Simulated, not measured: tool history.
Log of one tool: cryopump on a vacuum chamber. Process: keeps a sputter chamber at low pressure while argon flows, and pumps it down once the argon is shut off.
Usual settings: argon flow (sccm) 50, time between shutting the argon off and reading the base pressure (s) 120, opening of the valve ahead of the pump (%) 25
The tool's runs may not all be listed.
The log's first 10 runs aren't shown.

run    hour  argon flow (sccm)  time between shutting the argon off and reading the base pressure (s)  opening of the valve ahead of the pump (%)  pressure while argon flows (Pa)  pressure after the wait (uPa)
 11   602.6                 50                                                                     24                                          25                           0.1557                           1.52
 12   664.1                 96                                                                    120                                          25                           0.3048                           0.45
 13   714.7                 96                                                                    120                                          25                           0.3059                           0.45
 14     766                 96                                                                    120                                          25                           0.3056                           0.47
 15   813.2                 96                                                                    120                                          25                           0.3072                           0.51
 16   874.9                 96                                                                    120                                          25                           0.3092                           0.49
 17   946.8                 96                                                                    120                                          25                           0.3107                           0.54
 18  1001.7                 96                                                                    189                                          46                           0.1783                           0.43
 19    1086                 96                                                                    189                                          46                           0.1818                           0.44
     1121.3  -- pump warmed up, emptied and cooled again
 20  1138.8                 96                                                                    189                                          46                           0.1628                           0.38
 21  1220.1                 96                                                                    189                                          46                           0.1658                           0.43
 22  1266.5                 39                                                                    119                                          36                           0.0862                           0.48
 23  1318.3                 39                                                                    119                                          36                           0.0853                           0.47
 24  1383.1                 56                                                                    119                                          20                           0.2202                           0.54
 25  1462.7                 72                                                                     85                                          20                            0.285                           0.64
 26  1509.8                 72                                                                     85                                          20                           0.2873                           0.62
 27  1552.3                 37                                                                     30                                          40                           0.0775                           1.29
 28  1633.1                 38                                                                     80                                          58                           0.0583                           0.68
 29  1669.7                 50                                                                     48                                          58                           0.0771                           0.92
 30  1705.1                 77                                                                    120                                          59                           0.1163                           0.53
 31  1778.8                 77                                                                    222                                          40                           0.1675                           0.46
     1810.5  -- pump warmed up, emptied and cooled again
 32    1848                 77                                                                    222                                          40                           0.1521                           0.34
 33  1932.3                 77                                                                     74                                          46                           0.1343                           0.74
 34  1973.5                 46                                                                    268                                          50                           0.0738                            0.4

4 ways to go on from here, each from the tool as it stands after run 34. What would each give?
  A  2058.7                 50                                                                    106                                          25                                ?                              ?
  B  2058.7                 86                                                                    120                                          34                                ?                              ?
  C  2058.7                 43                                                                    268                                          50                                ?                              ?
  D  2058.7                 50                                                                    120                                          27                                ?                              ?

run  pressure while argon flows (Pa)  pressure after the wait (uPa)
  A                           0.1587                           0.58
  B                           0.2022                           0.55
  C                           0.0713                           0.42
  D                           0.1465                           0.56
Without the tool's hidden state the same runs would have given:
run  pressure while argon flows (Pa)  pressure after the wait (uPa)
  A                           0.1532                           0.41
  B                           0.1928                           0.38
  C                           0.0665                           0.25
  D                            0.141                           0.39
